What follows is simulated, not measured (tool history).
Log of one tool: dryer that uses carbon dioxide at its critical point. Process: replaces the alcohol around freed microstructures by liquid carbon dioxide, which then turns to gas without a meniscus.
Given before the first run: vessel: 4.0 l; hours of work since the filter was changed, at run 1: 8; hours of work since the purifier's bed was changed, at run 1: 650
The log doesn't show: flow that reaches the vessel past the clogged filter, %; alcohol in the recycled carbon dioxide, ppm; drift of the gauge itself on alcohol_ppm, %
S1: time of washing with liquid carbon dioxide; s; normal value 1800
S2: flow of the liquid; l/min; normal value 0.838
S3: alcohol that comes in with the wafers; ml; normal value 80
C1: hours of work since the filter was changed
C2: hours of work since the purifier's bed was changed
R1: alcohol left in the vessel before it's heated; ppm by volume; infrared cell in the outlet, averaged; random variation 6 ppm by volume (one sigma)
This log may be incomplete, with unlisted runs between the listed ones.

run,hour,S1,S2,S3,C1,C2,R1
1,0,1800,0.838,80,8,650,273
2,40.6,1800,1.034,80,24,666,139
3,85.3,1800,0.529,80,42,683,1221
4,137,1800,0.529,80,62,704,1199
5,168.5,1800,0.529,80,74,716,1251
6,193.3,1800,0.529,80,84,726,1311
7,239.4,1800,0.838,80,102,744,329
8,284.5,1800,0.838,80,120,761,354
9,317,2580,0.838,80,133,774,113
10,358.4,1800,0.838,40,149,790,213
11,400,1800,0.838,40,165,807,221
12,454.3,1800,0.838,40,186,828,242
13,501.5,1800,0.838,25,205,846,180
14,550.7,1800,1.39,80,224,866,95
15,579.2,1800,1.39,80,235,877,103
16,626.5,1800,0.838,33,254,895,242
# hour 648.7: inlet filter changed
17,654.8,1800,0.838,44,2,906,189
18,702.9,1560,0.838,44,21,925,307
19,748.3,1560,0.838,44,39,942,325
20,785.6,1560,0.838,44,54,957,331
21,822.8,1140,1.05,38,68,972,396
22,845.7,1140,1.05,38,77,981,388
23,901,1320,1.31,41,99,1002,157
24,945.3,1440,0.675,59,116,1020,1031
25,991.5,2160,0.567,54,134,1038,524
26,1033.4,1800,0.545,80,151,1054,1412
27,1088.4,1800,1.2,80,172,1076,139
28,1128.9,2220,0.774,75,188,1091,274
29,1163.1,1800,1.164,80,201,1105,160
30,1206.8,1800,1.164,80,218,1122,164
31,1243,1800,1.164,80,233,1136,181
32,1269.4,1560,0.838,80,243,1146,830

Predict each of these 4 candidate next runs independently; none follows another, all start after run 32:
A,1307.3,1800,0.838,24,258,1161,?
B,1307.3,2640,1.182,81,258,1161,?
C,1307.3,1560,0.838,69,258,1161,?
D,1307.3,1680,0.955,24,258,1161,?

run,R1
A,222
B,97
C,717
D,185
Had the tool no hidden state, the same runs would have come out as:
run,R1
A,73
B,12
C,343
D,54
